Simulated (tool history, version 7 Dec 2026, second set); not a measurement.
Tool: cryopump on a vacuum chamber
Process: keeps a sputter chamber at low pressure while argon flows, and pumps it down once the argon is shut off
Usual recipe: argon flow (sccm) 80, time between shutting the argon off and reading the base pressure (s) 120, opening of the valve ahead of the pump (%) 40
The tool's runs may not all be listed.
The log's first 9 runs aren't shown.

run,hour,argon flow (sccm),time between shutting the argon off and reading the base pressure (s),opening of the valve ahead of the pump (%),pressure while argon flows (Pa),pressure after the wait (uPa)
10,125.8,80,120,40,0.2082,1.14
11,142.2,80,120,17,0.4868,1.18
12,154.2,37,120,40,0.0958,1.18
13,170.9,37,120,40,0.0972,1.16
14,181.1,37,120,40,0.0963,1.18
15,196.6,80,120,36,0.2322,1.17
16,206.9,80,120,34,0.2460,1.20
17,214.4,80,208,40,0.2115,1.16
18,229.1,80,208,35,0.2384,1.13
19,243.4,88,23,56,0.1692,2.14
20,252.4,72,29,54,0.1440,1.84
21,264.8,57,192,41,0.1471,1.12
22,274.8,90,268,48,0.2008,1.14
23,285.2,90,268,48,0.1991,1.14
24,296.2,80,44,21,0.3967,1.63
25,304.4,39,44,21,0.1930,1.63
26,316.5,39,44,21,0.1939,1.64
27,334.6,33,265,28,0.1240,1.21
28,347.5,33,265,28,0.1232,1.22
29,365.2,79,120,24,0.3458,1.33
30,376.7,80,289,28,0.3013,1.22
31,387.7,80,76,40,0.2132,1.43
32,403.2,71,37,53,0.1454,1.76
33,417.2,42,120,32,0.1388,1.43

4 ways to go on from here, each from the tool as it stands after run 33. What would each give?
A,428.4,148,120,16,?,?
B,428.4,42,120,34,?,?
C,428.4,80,24,16,?,?
D,428.4,42,120,49,?,?

run,pressure while argon flows (Pa),pressure after the wait (uPa)
A,0.9636,1.36
B,0.1318,1.37
C,0.5208,2.09
D,0.0932,1.33
The same runs, with their run-to-run variation unchanged, on a tool lacking any hidden condition would have given:
run,pressure while argon flows (Pa),pressure after the wait (uPa)
A,0.9443,0.35
B,0.1263,0.34
C,0.5103,1.09
D,0.0877,0.33
